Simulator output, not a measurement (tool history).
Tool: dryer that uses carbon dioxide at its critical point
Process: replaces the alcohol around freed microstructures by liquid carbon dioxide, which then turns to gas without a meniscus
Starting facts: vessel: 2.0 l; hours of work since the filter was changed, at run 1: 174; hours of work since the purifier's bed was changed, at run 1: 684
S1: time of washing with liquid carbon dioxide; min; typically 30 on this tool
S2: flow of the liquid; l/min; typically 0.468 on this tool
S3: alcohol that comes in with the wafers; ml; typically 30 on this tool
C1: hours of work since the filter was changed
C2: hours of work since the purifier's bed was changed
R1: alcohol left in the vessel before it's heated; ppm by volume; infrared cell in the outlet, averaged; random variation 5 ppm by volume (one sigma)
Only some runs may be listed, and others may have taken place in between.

run,hour,S1,S2,S3,C1,C2,R1
1,0.0,30,0.468,30,174,684,122
2,24.4,30,0.468,30,193,703,141
3,40.2,30,0.468,30,206,715,146
4,63.7,21,0.468,30,224,734,310
5,84.2,21,0.468,30,240,750,324
6,105.9,30,0.468,30,258,767,152
7,129.2,30,0.468,30,276,786,138
# hour 141.1: inlet filter changed
8,151.8,30,0.488,30,8,803,122
9,169.4,30,0.566,30,22,817,121
10,179.5,30,0.468,30,30,825,134
11,197.1,30,0.468,30,44,838,144
12,211.9,30,0.468,30,56,850,140
13,234.4,21,0.468,30,74,868,258
14,254.1,30,0.468,30,89,883,150
15,277.1,21,0.573,110,107,901,338
16,301.2,22,0.725,50,126,920,150
17,313.4,40,0.519,50,136,930,134
18,323.6,20,0.292,57,144,938,2024
19,338.4,20,0.292,57,156,950,1972
20,349.5,18,0.527,32,164,958,344
21,363.5,28,0.468,30,175,970,180
# hour 371.1: purifier's bed changed
22,382.4,20,0.476,30,188,9,215
23,403.5,37,0.774,30,204,26,15
24,418.6,23,0.321,22,216,37,401
25,443.1,22,0.335,21,236,57,425
26,453.8,20,0.376,76,244,65,1405
27,474.2,30,0.468,22,260,81,41
28,493.7,30,0.468,22,276,97,43

Each row is a separate what-if for the run after 28, all from the same tool condition, not one after another. Results?
# hour 506.3: inlet filter changed
A,506.3,21,0.286,30,0,106,?
# hour 506.3: inlet filter changed
B,506.3,21,0.563,39,0,106,?
# hour 506.3: inlet filter changed
C,506.3,19,0.595,29,0,106,?
# hour 506.3: inlet filter changed
D,506.3,24,0.351,30,0,106,?
# hour 506.3: inlet filter changed
E,506.3,36,0.718,30,0,106,?

run,R1
A,727
B,81
C,75
D,235
E,24
The same runs, with their run-to-run variation unchanged, on a tool lacking any hidden condition would have given:
run,R1
A,711
B,66
C,60
D,220
E,9

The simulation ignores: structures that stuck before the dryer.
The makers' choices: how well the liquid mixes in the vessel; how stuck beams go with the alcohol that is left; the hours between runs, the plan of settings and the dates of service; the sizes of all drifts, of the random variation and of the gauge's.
